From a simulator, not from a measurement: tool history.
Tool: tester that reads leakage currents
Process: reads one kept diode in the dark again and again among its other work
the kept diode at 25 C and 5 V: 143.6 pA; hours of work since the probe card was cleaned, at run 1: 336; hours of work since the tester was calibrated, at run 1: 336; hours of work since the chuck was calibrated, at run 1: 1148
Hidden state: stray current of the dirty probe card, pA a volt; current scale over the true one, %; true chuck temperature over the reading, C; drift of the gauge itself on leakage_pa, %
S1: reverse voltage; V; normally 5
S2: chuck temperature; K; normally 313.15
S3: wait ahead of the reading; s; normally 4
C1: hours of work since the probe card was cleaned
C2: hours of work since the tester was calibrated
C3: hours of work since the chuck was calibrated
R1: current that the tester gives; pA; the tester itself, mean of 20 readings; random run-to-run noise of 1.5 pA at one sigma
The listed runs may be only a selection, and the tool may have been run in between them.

run    hour     S1      S2    S3    C1    C2    C3       R1
  1       0      5  313.15     4   336   336  1148   546.62
  2   112.9      5  313.15     4   401   401  1213   550.54
  3   208.4      5  313.15     4   456   456  1268   551.28
  4   381.8      5  313.15     4   556   556  1368   550.15
  5   542.5      5  313.15     4   649   649  1461   563.47
      699.1  -- chuck's temperature calibrated
  6   714.9      5  313.15  7.05   747   747     9   493.71
  7   835.2      5  313.15  7.05   816   816    78   496.23
  8   985.5      5  313.15     4   903   903   165   500.63
  9  1084.9   7.38  313.15     4   960   960   222   586.58
 10  1225.7      5  313.15     4  1041  1041   303   508.42
 11  1296.4      5  313.15     4  1082  1082   344   507.91
 12  1390.8      5  297.15     4  1136  1136   399   140.54
 13  1490.4      5  297.15     4  1193  1193   456   141.35
 14  1661.8      5  313.15  9.57  1292  1292   555   518.96
 15  1738.1      5  313.15  9.57  1336  1336   599   519.38
     1750.4  -- tester calibrated
 16  1828.5      5  313.15  9.57  1387    45   650   522.82
 17  1916.5      5  313.15  9.57  1438    96   700   524.77
 18  2033.9      5  313.15  9.57  1505   163   768   527.42
 19  2177.6      5  313.15  9.57  1588   246   851   530.14
 20  2317.1      5  313.15     4  1669   327   931   534.12
     2341.8  -- tester calibrated, once more
 21  2442.7      5  313.15     4  1740    58  1002   539.42
     2516.1  -- probe card cleaned and baked
 22  2542.4      5  302.15     4    15   114  1058   223.11
 23  2693.6   1.44  313.15     4   102   201  1145   335.54
 24  2773.3   1.44  313.15     4   148   247  1191   340.48
 25  2917.7   5.87  309.15     4   231   330  1274   427.47
 26  3052.1   5.87  309.15     4   309   407  1352   429.46
 27  3127.3  10.04  312.15     4   352   451  1395   668.73
 28  3268.5   7.83  331.15  7.66   433   532  1476   2453.1
 29  3352.5   3.99  315.15  1.34   482   581  1525   598.52
     3403.2  -- chuck's temperature calibrated
 30  3434.9  10.94  314.15  1.31   528   627    18   719.39
 31    3599      5  313.15  6.77   623   721   113   494.44
 32  3688.7   3.95  307.15  5.55   674   773   164   282.81
 33  3775.2   1.32  311.15     4   724   823   214   256.15
 34  3914.5      5  310.15     4   804   903   295   397.87
 35    4075   1.45  310.15  4.22   897   996   387   249.31
 36  4206.4   1.45  310.15  4.22   973  1071   463    252.2
 37  4347.2   2.47  332.15     4  1054  1152   544  1572.86
 38  4480.8   6.88  313.15  0.36  1131  1229   621   590.73
 39    4627   8.96  313.15  3.54  1215  1314   705   657.84
 40  4771.9   8.96  313.15  3.54  1298  1397   789   663.57

Each row is a separate what-if for the run after 40, all from the same tool condition, not one after another. Results?
  A  4895.8   5.13  308.15  0.35  1370  1469  860   ?
  B  4895.8   1.15  313.15  0.32  1370  1469  860   ?
  C  4895.8  14.85  296.15  0.37  1370  1469  860   ?

run      R1
  A  369.21
  B  304.14
  C  216.46
With no hidden state in the tool, these same runs would have given:
run      R1
  A   337.2
  B  280.06
  C  190.37
